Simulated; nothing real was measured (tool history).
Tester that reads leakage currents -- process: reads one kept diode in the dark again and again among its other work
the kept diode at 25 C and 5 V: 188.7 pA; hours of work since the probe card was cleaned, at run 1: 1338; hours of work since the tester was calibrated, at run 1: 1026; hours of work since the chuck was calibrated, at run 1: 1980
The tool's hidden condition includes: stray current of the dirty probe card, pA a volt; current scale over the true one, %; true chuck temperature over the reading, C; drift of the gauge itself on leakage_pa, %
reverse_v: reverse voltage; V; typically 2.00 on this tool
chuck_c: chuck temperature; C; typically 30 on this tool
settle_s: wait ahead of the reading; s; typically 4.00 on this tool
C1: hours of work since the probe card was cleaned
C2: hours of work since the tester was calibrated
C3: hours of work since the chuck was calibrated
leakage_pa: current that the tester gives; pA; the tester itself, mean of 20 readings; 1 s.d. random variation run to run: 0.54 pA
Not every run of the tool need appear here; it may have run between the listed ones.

run 1 hour=0.0 | reverse_v=2.00 chuck_c=30 settle_s=4.00 | C1=1338 C2=1026 C3=1980 | leakage_pa=160.49
run 2 hour=43.3 | reverse_v=2.00 chuck_c=30 settle_s=4.00 | C1=1369 C2=1058 C3=2011 | leakage_pa=161.31
run 3 hour=71.5 | reverse_v=2.00 chuck_c=30 settle_s=4.00 | C1=1389 C2=1078 C3=2031 | leakage_pa=160.46
run 4 hour=103.9 | reverse_v=2.00 chuck_c=30 settle_s=4.00 | C1=1413 C2=1101 C3=2054 | leakage_pa=159.49
run 5 hour=135.9 | reverse_v=2.00 chuck_c=30 settle_s=0.43 | C1=1436 C2=1124 C3=2077 | leakage_pa=160.02
run 6 hour=188.8 | reverse_v=2.00 chuck_c=30 settle_s=0.43 | C1=1474 C2=1163 C3=2116 | leakage_pa=160.82
run 7 hour=221.0 | reverse_v=2.00 chuck_c=30 settle_s=0.43 | C1=1497 C2=1186 C3=2139 | leakage_pa=160.42
run 8 hour=254.2 | reverse_v=2.00 chuck_c=30 settle_s=0.43 | C1=1521 C2=1210 C3=2163 | leakage_pa=160.03
run 9 hour=307.3 | reverse_v=2.00 chuck_c=30 settle_s=0.43 | C1=1559 C2=1248 C3=2201 | leakage_pa=159.93
run 10 hour=348.2 | reverse_v=2.00 chuck_c=30 settle_s=4.00 | C1=1589 C2=1277 C3=2231 | leakage_pa=159.19
run 11 hour=382.7 | reverse_v=2.00 chuck_c=30 settle_s=4.00 | C1=1613 C2=1302 C3=2255 | leakage_pa=159.26
run 12 hour=409.4 | reverse_v=2.00 chuck_c=46 settle_s=4.00 | C1=1633 C2=1321 C3=2275 | leakage_pa=610.14
run 13 hour=437.8 | reverse_v=2.00 chuck_c=30 settle_s=4.00 | C1=1653 C2=1342 C3=2295 | leakage_pa=158.89
run 14 hour=481.0 | reverse_v=2.00 chuck_c=30 settle_s=4.00 | C1=1684 C2=1373 C3=2326 | leakage_pa=158.51
run 15 hour=513.3 | reverse_v=2.00 chuck_c=30 settle_s=4.00 | C1=1708 C2=1396 C3=2349 | leakage_pa=158.42
run 16 hour=542.3 | reverse_v=2.38 chuck_c=30 settle_s=4.00 | C1=1728 C2=1417 C3=2370 | leakage_pa=174.12
-- hour=586.1 chuck's temperature calibrated
run 17 hour=593.5 | reverse_v=2.38 chuck_c=30 settle_s=4.00 | C1=1764 C2=1453 C3=5 | leakage_pa=199.73
run 18 hour=618.3 | reverse_v=2.38 chuck_c=30 settle_s=4.00 | C1=1782 C2=1471 C3=23 | leakage_pa=200.04
-- hour=669.6 probe card cleaned and baked
run 19 hour=669.6 | reverse_v=2.38 chuck_c=30 settle_s=4.00 | C1=0 C2=1505 C3=58 | leakage_pa=194.48
run 20 hour=703.7 | reverse_v=2.00 chuck_c=30 settle_s=4.00 | C1=25 C2=1530 C3=83 | leakage_pa=176.81
run 21 hour=751.8 | reverse_v=1.71 chuck_c=30 settle_s=0.65 | C1=59 C2=1565 C3=117 | leakage_pa=162.10
run 22 hour=800.7 | reverse_v=2.00 chuck_c=27 settle_s=4.00 | C1=94 C2=1600 C3=152 | leakage_pa=135.39
run 23 hour=847.3 | reverse_v=2.00 chuck_c=27 settle_s=4.00 | C1=128 C2=1633 C3=186 | leakage_pa=134.42
run 24 hour=887.9 | reverse_v=2.00 chuck_c=60 settle_s=6.51 | C1=157 C2=1663 C3=215 | leakage_pa=1968.92

Run 25 has not been measured yet. What should we expect?
run 25 hour=934.1 | reverse_v=2.00 chuck_c=60 settle_s=6.51 | C1=191 C2=1696 C3=249 | leakage_pa=?

leakage_pa: 1967.21 pA
Take away the tool's hidden state, keep the run-to-run variation as it was, and the same run would have given leakage_pa 1998.52 pA.

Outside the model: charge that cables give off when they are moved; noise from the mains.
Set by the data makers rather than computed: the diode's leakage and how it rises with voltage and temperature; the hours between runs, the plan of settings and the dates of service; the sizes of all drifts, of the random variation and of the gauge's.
